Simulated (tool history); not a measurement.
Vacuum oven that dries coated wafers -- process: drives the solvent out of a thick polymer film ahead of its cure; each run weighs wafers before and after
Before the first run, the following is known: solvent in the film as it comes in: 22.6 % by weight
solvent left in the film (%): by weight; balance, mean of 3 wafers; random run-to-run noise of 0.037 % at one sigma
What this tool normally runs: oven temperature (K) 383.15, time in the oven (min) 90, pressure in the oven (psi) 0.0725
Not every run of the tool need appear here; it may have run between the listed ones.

run   hour  oven temperature (K)  time in the oven (min)  pressure in the oven (psi)  solvent left in the film (%)
  1    0.0                383.15                      90                      0.0725                          2.06
  2   10.8                383.15                      90                      0.0725                          2.11
  3   19.8                373.15                      90                      0.0725                          4.69
  4   30.6                373.15                      90                      0.0725                          4.78
  5   42.2                373.15                      90                      0.0725                          4.75
  6   53.8                383.15                      90                      0.0629                          2.08
  7   60.4                383.15                     102                      0.0629                          1.70
      63.7  -- oven's thermocouples calibrated
  8   75.8                383.15                     102                      0.0629                          1.60
  9   84.1                383.15                     102                      0.0629                          1.58
 10   96.5                383.15                     102                      0.0629                          1.64
 11  106.3                373.15                     102                      0.1891                          4.87
 12  118.2                373.15                     102                      0.1891                          4.77
 13  126.0                394.15                      56                      0.0950                          1.90
     134.2  -- oven's thermocouples calibrated, once more
 14  141.4                394.15                      56                      0.0950                          2.05
 15  147.5                383.15                      90                      0.2408                          3.13
 16  154.2                383.15                      90                      0.2408                          3.13
 17  164.2                390.15                      79                      0.1833                          1.90
 18  170.4                391.15                      51                      0.0725                          3.05

Table of differences, measured result less the result of that run with no hidden state. Run-to-run variation is the same in both. Gauge scatter possibly is not:
The hidden state here: true wafer temperature over the reading, C; true pressure over the reading, kPa; drift of the gauge itself on solvent_pct, %.
run  solvent left in the film (%)
  1                         -0.03
  2                         -0.02
  3                         -0.06
  4                         -0.05
  5                         -0.05
  6                         -0.03
  7                         -0.02
  8                         -0.05
  9                         -0.05
 10                         -0.05
 11                         -0.11
 12                         -0.11
 13                         -0.07
 14                         +0.07
 15                         +0.09
 16                         +0.08
 17                         +0.07
 18                         +0.08
